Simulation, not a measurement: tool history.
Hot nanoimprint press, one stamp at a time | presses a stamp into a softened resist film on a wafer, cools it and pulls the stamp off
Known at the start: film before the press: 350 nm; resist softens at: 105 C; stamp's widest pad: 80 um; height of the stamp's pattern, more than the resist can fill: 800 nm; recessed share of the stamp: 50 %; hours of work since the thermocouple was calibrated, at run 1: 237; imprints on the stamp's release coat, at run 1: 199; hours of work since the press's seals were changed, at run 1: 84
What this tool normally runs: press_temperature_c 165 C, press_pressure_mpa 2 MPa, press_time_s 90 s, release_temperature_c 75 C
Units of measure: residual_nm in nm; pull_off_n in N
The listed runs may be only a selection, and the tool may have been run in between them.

run    hour  press_temperature_c  press_pressure_mpa  press_time_s  release_temperature_c  hours of work since the thermocouple was calibrated  imprints on the stamp's release coat  hours of work since the press's seals were changed  residual_nm  pull_off_n
  1       0                  165                   2            90                     75                                                  237                                   199                                                  84        206.3          97
  2    29.2                  165                   2            90                     75                                                  253                                   302                                                 100        206.3          98
  3      80                  165                   2            90                     75                                                  280                                   481                                                 127        207.4          97
  4   121.5                  165                   2            90                     75                                                  302                                   626                                                 149        205.3          97
  5   164.1                  165                   2            90                     75                                                  324                                   776                                                 171        206.2          98
  6   192.7                  165                   2            90                     75                                                  340                                   876                                                 186        207.8          97
  7   232.6                  165                   2            90                     75                                                  361                                  1017                                                 208        207.5          98
      242.4  -- plate thermocouple calibrated
  8   278.2                  165                1.82            90                     75                                                   19                                  1166                                                 230        213.1          97
  9   323.2                  174                1.82            90                     75                                                   43                                  1325                                                 254        133.6          98
 10   346.2                  174                1.82            90                     75                                                   55                                  1405                                                 266        133.7          97
 11   371.6                  174                1.82            90                     75                                                   69                                  1495                                                 280        133.6          98
 12   411.1                  174                1.82            90                     75                                                   90                                  1633                                                 301        133.4          96
 13   453.9                  165                   2            90                     75                                                  112                                  1784                                                 324        206.3          96
 14   488.5                  165                   2            90                     75                                                  131                                  1905                                                 342        205.2          97
 15   524.3                  165                   2            90                     75                                                  150                                  2031                                                 361        205.6          97
 16   563.9                  165                 2.2           104                     82                                                  171                                  2170                                                 382        189.6          87
        596  -- stamp cleaned and given a new release coat
 17   622.1                  168                2.57           116                     81                                                  199                                    91                                                 410          145          87
 18   647.9                  168                2.57           116                     81                                                  212                                   182                                                 424        145.5          86
 19   674.6                  168                2.57           117                     72                                                  226                                   276                                                 438        145.2         102
 20   697.8                  170                1.23            78                     76                                                  239                                   357                                                 450        202.1          94
 21   744.3                  170                1.23            93                     79                                                  263                                   521                                                 475        190.5          89
 22   779.4                  170                1.23            97                     79                                                  282                                   644                                                 493        188.8          89
 23   825.1                  156                   2            90                     75                                                  306                                   805                                                 518        292.6          97
 24   847.9                  156                   2            90                     75                                                  318                                   885                                                 530        291.2          96
 25   891.1                  177                   2            90                     78                                                  341                                  1037                                                 553        108.8          91
      937.8  -- plate thermocouple calibrated
 26   941.4                  165                1.94            90                     76                                                    2                                  1203                                                 578        207.3          96
 27   972.2                  165                1.94            62                     76                                                   18                                  1311                                                 594        233.5          95
 28  1012.9                  154                1.94            62                     66                                                   40                                  1454                                                 616        318.4         115
 29  1048.4                  154                1.94           104                     71                                                   59                                  1579                                                 635        302.6         106
 30  1092.6                  154                2.17            45                     71                                                   82                                  1734                                                 658        322.9         103

Each row is a separate what-if for the run after 30, all from the same tool condition, not one after another. Results?
  A  1125.1                  161                2.17            45                     78                                                   99                                  1848                                                 675            ?           ?
  B  1125.1                  154                2.56            56                     71                                                   99                                  1848                                                 675            ?           ?
  C  1125.1                  158                1.68           177                     75                                                   99                                  1848                                                 675            ?           ?

run  residual_nm  pull_off_n
  A          278          92
  B        315.7         105
  C        247.2          97
With the hidden condition removed and each run's random variation left untouched, the same runs would have given:
run  residual_nm  pull_off_n
  A        277.8          92
  B        315.7         105
  C          247          97
